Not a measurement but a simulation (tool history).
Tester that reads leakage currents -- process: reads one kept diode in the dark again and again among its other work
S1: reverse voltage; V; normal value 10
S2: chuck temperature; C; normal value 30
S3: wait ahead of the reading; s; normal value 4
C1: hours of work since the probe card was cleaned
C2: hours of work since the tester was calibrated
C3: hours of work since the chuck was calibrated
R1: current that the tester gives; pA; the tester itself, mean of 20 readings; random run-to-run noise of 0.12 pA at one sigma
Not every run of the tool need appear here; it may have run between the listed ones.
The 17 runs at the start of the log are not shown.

run 18 hour=2880.6 | S1=10 S2=30 S3=2.67 | C1=1287 C2=423 C3=669 | R1=48.93
run 19 hour=3024.5 | S1=10 S2=30 S3=2.67 | C1=1366 C2=502 C3=747 | R1=49.69
run 20 hour=3220.2 | S1=10 S2=30 S3=2.67 | C1=1473 C2=609 C3=855 | R1=51.12
run 21 hour=3397.6 | S1=10 S2=30 S3=2.67 | C1=1570 C2=707 C3=952 | R1=52.43
run 22 hour=3567 | S1=10 S2=25 S3=2.67 | C1=1663 C2=800 C3=1045 | R1=40.39
run 23 hour=3663.5 | S1=12.8 S2=23 S3=1.73 | C1=1716 C2=852 C3=1098 | R1=44.24
run 24 hour=3821.8 | S1=9.1 S2=23 S3=1.73 | C1=1803 C2=939 C3=1185 | R1=35.88
-- hour=3978.7 chuck's temperature calibrated
run 25 hour=4023.5 | S1=2.7 S2=24 S3=0.72 | C1=1912 C2=1049 C3=25 | R1=18.4
run 26 hour=4134 | S1=3.1 S2=30 S3=4 | C1=1973 C2=1109 C3=85 | R1=27.95
run 27 hour=4243.3 | S1=3.1 S2=30 S3=4 | C1=2033 C2=1169 C3=145 | R1=28.5
run 28 hour=4413.8 | S1=3.1 S2=30 S3=4 | C1=2126 C2=1263 C3=239 | R1=28.72
run 29 hour=4567.3 | S1=1.9 S2=30 S3=0.33 | C1=2210 C2=1347 C3=323 | R1=24.06
run 30 hour=4670 | S1=7.8 S2=33 S3=5.66 | C1=2267 C2=1403 C3=379 | R1=57.08
run 31 hour=4832.2 | S1=7.8 S2=33 S3=5.66 | C1=2356 C2=1492 C3=468 | R1=58.03
run 32 hour=5033.4 | S1=7.8 S2=33 S3=5.66 | C1=2466 C2=1602 C3=578 | R1=59.19
run 33 hour=5170.6 | S1=7.8 S2=45 S3=0.36 | C1=2541 C2=1678 C3=653 | R1=126.75
run 34 hour=5301.4 | S1=3.5 S2=41 S3=0.6 | C1=2613 C2=1749 C3=725 | R1=67.06
run 35 hour=5474.2 | S1=1.6 S2=38 S3=0.65 | C1=2708 C2=1844 C3=820 | R1=38.79
run 36 hour=5644.6 | S1=8.3 S2=38 S3=0.72 | C1=2801 C2=1937 C3=913 | R1=88.06
run 37 hour=5747.8 | S1=10 S2=28 S3=2.39 | C1=2858 C2=1994 C3=970 | R1=56.94
-- hour=5922.2 probe card cleaned and baked
run 38 hour=5927.4 | S1=10 S2=28 S3=2.39 | C1=3 C2=2091 C3=1067 | R1=35.73
-- hour=5965.1 tester calibrated
run 39 hour=6036.2 | S1=10 S2=28 S3=2.39 | C1=61 C2=39 C3=1125 | R1=36.03

Here are 4 independent what-if runs from the current tool condition. What would each one return?
run A hour=6231.9 | S1=3.5 S2=38 S3=8.6 | C1=169 C2=146 C3=1233 | R1=?
run B hour=6231.9 | S1=1.7 S2=30 S3=6.02 | C1=169 C2=146 C3=1233 | R1=?
run C hour=6231.9 | S1=6.3 S2=47 S3=4 | C1=169 C2=146 C3=1233 | R1=?
run D hour=6231.9 | S1=9.2 S2=36 S3=0.59 | C1=169 C2=146 C3=1233 | R1=?

run=A R1=49.54
run=B R1=20.41
run=C R1=118.94
run=D R1=66.67
Without the tool's hidden state the same runs would have given:
run=A R1=44.24
run=B R1=18.1
run=C R1=107.09
run=D R1=59.25

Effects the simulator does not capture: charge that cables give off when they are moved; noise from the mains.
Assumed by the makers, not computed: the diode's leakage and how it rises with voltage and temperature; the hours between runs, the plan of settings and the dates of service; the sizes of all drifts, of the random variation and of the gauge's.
